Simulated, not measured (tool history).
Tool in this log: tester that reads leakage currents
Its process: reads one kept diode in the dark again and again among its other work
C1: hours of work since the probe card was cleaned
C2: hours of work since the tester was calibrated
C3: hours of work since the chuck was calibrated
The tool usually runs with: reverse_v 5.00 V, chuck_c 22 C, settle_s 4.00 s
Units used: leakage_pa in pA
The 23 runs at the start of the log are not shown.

{"run": 24, "hour": 3834.1, "reverse_v": 5.71, "chuck_c": 20, "settle_s": 4.0, "C1": 1868, "C2": 4725, "C3": 757, "leakage_pa": 63.29}
{"run": 25, "hour": 3993.4, "reverse_v": 4.43, "chuck_c": 42, "settle_s": 7.83, "C1": 1992, "C2": 4849, "C3": 880, "leakage_pa": 357.32}
{"run": 26, "hour": 4205.2, "reverse_v": 5.15, "chuck_c": 42, "settle_s": 1.71, "C1": 2156, "C2": 5013, "C3": 1045, "leakage_pa": 381.3}
{"run": 27, "hour": 4323.5, "reverse_v": 5.15, "chuck_c": 39, "settle_s": 1.71, "C1": 2248, "C2": 5105, "C3": 1137, "leakage_pa": 303.16}
{"hour": 4375.9, "done": "chuck's temperature calibrated"}
{"run": 28, "hour": 4520.4, "reverse_v": 4.8, "chuck_c": 41, "settle_s": 1.57, "C1": 2400, "C2": 5256, "C3": 112, "leakage_pa": 314.61}
{"run": 29, "hour": 4726.1, "reverse_v": 2.37, "chuck_c": 40, "settle_s": 1.27, "C1": 2559, "C2": 5416, "C3": 272, "leakage_pa": 239.07}
{"run": 30, "hour": 4956.5, "reverse_v": 2.37, "chuck_c": 40, "settle_s": 1.27, "C1": 2738, "C2": 5595, "C3": 451, "leakage_pa": 242.77}
{"run": 31, "hour": 5069.6, "reverse_v": 5.0, "chuck_c": 22, "settle_s": 4.0, "C1": 2826, "C2": 5683, "C3": 539, "leakage_pa": 70.51}
{"hour": 5114.5, "done": "probe card cleaned and baked"}
{"hour": 5160.9, "done": "tester calibrated"}
{"run": 32, "hour": 5187.5, "reverse_v": 5.0, "chuck_c": 22, "settle_s": 4.0, "C1": 55, "C2": 21, "C3": 627, "leakage_pa": 71.12}
{"run": 33, "hour": 5411.6, "reverse_v": 17.54, "chuck_c": 52, "settle_s": 2.76, "C1": 229, "C2": 195, "C3": 801, "leakage_pa": 1158.81}
{"run": 34, "hour": 5642.4, "reverse_v": 17.54, "chuck_c": 52, "settle_s": 2.76, "C1": 409, "C2": 374, "C3": 980, "leakage_pa": 1183.97}
{"run": 35, "hour": 5806.9, "reverse_v": 17.54, "chuck_c": 52, "settle_s": 2.76, "C1": 536, "C2": 502, "C3": 1108, "leakage_pa": 1199.11}
{"hour": 5887.9, "done": "chuck's temperature calibrated"}
{"run": 36, "hour": 6032.7, "reverse_v": 17.54, "chuck_c": 52, "settle_s": 2.76, "C1": 710, "C2": 676, "C3": 113, "leakage_pa": 1095.67}
{"run": 37, "hour": 6155.6, "reverse_v": 6.56, "chuck_c": 26, "settle_s": 4.0, "C1": 806, "C2": 771, "C3": 208, "leakage_pa": 105.31}
{"run": 38, "hour": 6322.1, "reverse_v": 6.56, "chuck_c": 26, "settle_s": 4.0, "C1": 935, "C2": 900, "C3": 337, "leakage_pa": 106.58}

Run 39 has not been measured yet. What should we expect?
{"run": 39, "hour": 6448.3, "reverse_v": 6.56, "chuck_c": 26, "settle_s": 4.0, "C1": 1033, "C2": 998, "C3": 435, "leakage_pa": "?"}

leakage_pa: 107.59 pA
The same run, on a tool lacking any hidden state, would have yielded leakage_pa 102.64 pA.
